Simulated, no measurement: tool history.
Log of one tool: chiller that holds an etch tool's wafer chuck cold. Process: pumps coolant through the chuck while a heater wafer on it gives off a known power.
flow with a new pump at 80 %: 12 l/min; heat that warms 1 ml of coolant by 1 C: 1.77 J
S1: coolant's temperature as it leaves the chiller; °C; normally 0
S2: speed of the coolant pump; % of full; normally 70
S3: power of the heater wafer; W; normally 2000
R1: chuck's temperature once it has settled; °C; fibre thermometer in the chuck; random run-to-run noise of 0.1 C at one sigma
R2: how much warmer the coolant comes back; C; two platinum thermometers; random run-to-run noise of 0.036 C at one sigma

run,hour,S1,S2,S3,R1,R2
1,0.0,0,70,2000,15.7,7.02
2,38.6,0,70,2000,15.8,7.03
3,83.2,0,70,2000,15.6,7.00
# hour 89.1: chiller's thermometer calibrated
4,127.1,0,70,2000,16.7,7.08
5,192.3,0,99,2000,12.4,4.79
6,243.9,0,99,2000,12.8,4.84
7,300.4,0,99,2000,12.7,4.79
8,368.4,0,99,2000,12.7,4.76
9,399.4,0,70,2000,16.9,7.08
10,440.5,0,70,2000,16.9,7.14
11,498.6,0,70,1651,14.2,5.89
12,534.7,0,70,1204,10.3,4.29
13,578.2,0,70,1204,10.4,4.28
14,645.7,0,70,1204,10.4,4.32
15,689.6,0,70,2000,17.1,7.19
16,759.6,0,70,2000,17.2,7.14
17,825.5,0,70,2630,22.7,9.52
18,892.1,-3,72,1515,9.8,5.35
19,959.8,-3,72,1515,9.7,5.31
20,995.6,4,70,1979,21.2,7.12
21,1050.9,8,79,1422,19.2,4.49
22,1087.5,-5,77,1016,3.2,3.39
23,1129.9,8,77,1623,20.9,5.37
24,1179.6,8,77,2176,25.4,7.21
25,1223.4,8,77,2176,25.5,7.17
26,1253.1,8,77,2176,25.5,7.17
27,1287.6,0,70,1883,16.4,6.93
28,1321.2,-7,78,2000,8.9,6.52
29,1354.1,-7,78,2000,9.0,6.55
30,1407.6,-2,81,2089,14.1,6.55
31,1473.4,3,72,2089,20.8,7.44

Alternative continuations, all from the tool just after run 31; predict every row:
A,1529.0,-1,70,1729,?,?
B,1529.0,10,70,2000,?,?
C,1529.0,2,81,1374,?,?
D,1529.0,0,65,1679,?,?

run,R1,R2
A,14.1,6.40
B,27.5,7.43
C,12.7,4.32
D,15.6,6.77
With no hidden state in the tool, these same runs would have given:
run,R1,R2
A,12.2,5.68
B,25.3,6.60
C,11.5,3.83
D,13.7,6.01
